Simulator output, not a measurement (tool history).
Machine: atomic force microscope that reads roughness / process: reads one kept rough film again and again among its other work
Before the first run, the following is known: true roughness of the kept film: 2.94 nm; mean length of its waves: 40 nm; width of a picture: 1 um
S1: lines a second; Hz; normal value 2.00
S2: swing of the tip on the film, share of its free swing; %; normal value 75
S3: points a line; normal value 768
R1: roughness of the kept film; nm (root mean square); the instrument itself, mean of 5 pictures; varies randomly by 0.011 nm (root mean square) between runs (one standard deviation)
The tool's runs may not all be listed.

| run | hour | S1 | S2 | S3 | R1 |
|---|---|---|---|---|---|
| 1 | 0.0 | 2.00 | 75 | 768 | 2.492 |
| 2 | 13.6 | 2.00 | 75 | 768 | 2.497 |
| 3 | 25.6 | 2.00 | 75 | 768 | 2.476 |
| 4 | 44.1 | 1.66 | 75 | 768 | 2.549 |
| 5 | 53.0 | 0.80 | 75 | 768 | 2.650 |
| 6 | 60.8 | 1.98 | 75 | 768 | 2.482 |
| 7 | 72.7 | 3.82 | 75 | 281 | 2.241 |
| 8 | 88.4 | 0.63 | 73 | 336 | 2.689 |
|  | 90.4 | new tip fitted |
| 9 | 102.6 | 0.56 | 67 | 768 | 2.729 |
| 10 | 118.0 | 1.74 | 68 | 308 | 2.582 |
| 11 | 136.9 | 0.54 | 66 | 768 | 2.752 |
| 12 | 151.4 | 0.54 | 66 | 768 | 2.724 |

Below are 3 alternative next runs, each starting from the tool's condition after run 12. Predict each:
| A | 167.1 | 0.54 | 62 | 768 | ? |
| B | 167.1 | 2.00 | 59 | 673 | ? |
| C | 167.1 | 0.54 | 66 | 595 | ? |

| run | R1 |
|---|---|
| A | 2.738 |
| B | 2.670 |
| C | 2.725 |
Without the tool's unlogged condition, the same runs would have read:
| run | R1 |
|---|---|
| A | 2.745 |
| B | 2.677 |
| C | 2.733 |
